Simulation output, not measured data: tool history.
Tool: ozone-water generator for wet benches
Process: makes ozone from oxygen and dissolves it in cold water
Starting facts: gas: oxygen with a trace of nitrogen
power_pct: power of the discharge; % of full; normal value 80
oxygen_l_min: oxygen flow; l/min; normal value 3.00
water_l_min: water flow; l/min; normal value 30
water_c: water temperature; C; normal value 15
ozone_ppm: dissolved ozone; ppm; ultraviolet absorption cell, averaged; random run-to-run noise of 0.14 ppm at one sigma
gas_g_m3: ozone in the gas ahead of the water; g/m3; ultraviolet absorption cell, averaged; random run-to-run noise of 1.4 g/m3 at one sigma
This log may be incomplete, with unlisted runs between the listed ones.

run,hour,power_pct,oxygen_l_min,water_l_min,water_c,ozone_ppm,gas_g_m3
1,0.0,80,3.00,30,15,15.4,263.4
2,181.3,80,3.00,30,15,15.7,260.1
3,304.2,54,3.00,30,15,11.4,190.9
4,450.2,54,3.00,30,15,11.3,189.9
5,529.9,80,3.00,30,14,15.7,261.1
6,617.1,80,3.00,30,14,15.8,263.9
7,757.9,80,3.00,30,14,15.8,260.4
8,923.4,80,3.00,30,14,15.7,260.1
9,1003.2,80,3.00,30,8,16.5,261.6
10,1120.1,80,3.00,30,8,16.2,262.8
11,1299.8,80,3.00,30,8,16.5,260.4
12,1476.7,80,3.00,30,8,16.4,260.9
13,1612.5,80,2.41,30,15,14.2,276.4
14,1700.6,80,2.41,30,15,13.8,277.1
15,1796.3,80,3.00,30,15,15.4,260.4
16,1873.3,55,3.53,20,14,18.4,184.2
17,1979.1,55,3.53,20,14,18.3,184.4
18,2074.0,80,2.95,34,15,13.6,261.0
19,2209.0,80,3.22,18,8,28.1,255.7
# hour 2307.5: water thermometer calibrated
20,2338.6,42,5.30,26,18,12.8,128.8
21,2495.5,85,3.00,25,15,19.5,273.0
22,2634.5,90,1.54,25,15,14.9,346.5
23,2715.2,49,2.53,38,8,7.8,183.4
24,2849.6,80,2.44,21,10,21.2,277.1
25,3030.4,80,2.44,21,10,21.1,274.3
26,3203.5,80,2.44,21,10,20.9,273.5
27,3353.6,90,3.00,25,15,20.9,285.7
28,3540.1,68,4.09,27,12,17.8,207.1
29,3678.4,52,5.20,30,18,13.4,153.4

Alternative continuations, all from the tool just after run 29; predict every row:
# hour 3838.1: contactor cleaned
A,3839.8,85,5.04,19,18,?,?
# hour 3838.1: contactor cleaned
B,3839.8,71,5.20,46,8,?,?
# hour 3838.1: contactor cleaned
C,3839.8,82,2.40,30,19,?,?

run,ozone_ppm,gas_g_m3
A,28.6,229.9
B,12.3,200.6
C,13.7,279.9
Had the tool no hidden state, the same runs would have come out as:
run,ozone_ppm,gas_g_m3
A,28.6,235.0
B,12.3,205.0
C,13.8,286.0
